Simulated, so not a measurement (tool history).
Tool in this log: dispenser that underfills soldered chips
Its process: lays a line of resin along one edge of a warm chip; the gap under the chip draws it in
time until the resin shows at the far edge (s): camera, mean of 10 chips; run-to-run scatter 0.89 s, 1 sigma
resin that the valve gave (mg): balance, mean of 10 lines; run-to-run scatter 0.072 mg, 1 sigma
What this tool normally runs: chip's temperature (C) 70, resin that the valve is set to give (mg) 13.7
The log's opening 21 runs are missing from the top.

run	hour	chip's temperature (C)	resin that the valve is set to give (mg)	hours of work since the syringe was changed	hours of work since the valve was cleaned	hours of work since the stage was calibrated	time until the resin shows at the far edge (s)	resin that the valve gave (mg)
# hour 213.3: new syringe of resin
# hour 222.4: new syringe of resin
22	223.1	82	12.5	0	77	173	52.9	12.15
# hour 232: new syringe of resin
23	233.2	82	12.5	1	84	180	52.5	12.18
# hour 240.9: new syringe of resin
24	243.4	66	12	2	91	187	104.2	11.61
# hour 250: new syringe of resin
25	257.3	57	12.6	6	102	198	177.4	12.13
# hour 259.3: new syringe of resin
26	266.6	70	11.8	5	108	204	104.1	11.38
# hour 268.1: new syringe of resin
# hour 277.4: new syringe of resin
27	277.4	70	11.8	0	116	212	83.4	11.39
28	284	70	12.2	5	121	217	99.8	11.71
# hour 286.9: new syringe of resin
29	294.4	70	12.2	6	129	225	105.1	11.67
# hour 295.6: new syringe of resin
# hour 300.8: dispensing valve cleaned and set on the balance
# hour 305.5: new syringe of resin
30	305.8	82	15.7	0	4	232	49.7	15.71
# hour 315.2: new syringe of resin
31	315.7	77	16.3	0	11	239	60.7	16.16
# hour 324.2: new syringe of resin
32	326.5	77	15.2	2	19	247	65.1	15.29
# hour 333.3: new syringe of resin
33	340.8	73	14.9	6	29	258	86.6	14.86

Each row is a separate what-if for the run after 33, all from the same tool condition, not one after another. Results?
# hour 342: new syringe of resin
# hour 351.4: new syringe of resin
A	352.1	78	13.5	1	37	266	?	?
# hour 342: new syringe of resin
# hour 351.4: new syringe of resin
B	352.1	75	14.9	1	37	266	?	?
# hour 342: new syringe of resin
# hour 351.4: new syringe of resin
C	352.1	70	15.6	1	37	266	?	?
# hour 342: new syringe of resin
# hour 351.4: new syringe of resin
D	352.1	77	16.5	1	37	266	?	?
# hour 342: new syringe of resin
# hour 351.4: new syringe of resin
E	352.1	66	12.9	1	37	266	?	?

run	time until the resin shows at the far edge (s)	resin that the valve gave (mg)
A	59.1	13.35
B	65.3	14.62
C	79.7	15.52
D	60.4	16.28
E	97.1	12.61
Had the tool no hidden state, the same runs would have come out as:
run	time until the resin shows at the far edge (s)	resin that the valve gave (mg)
A	60.5	13.5
B	66.8	14.79
C	81.7	15.69
D	61.8	16.46
E	99.5	12.75
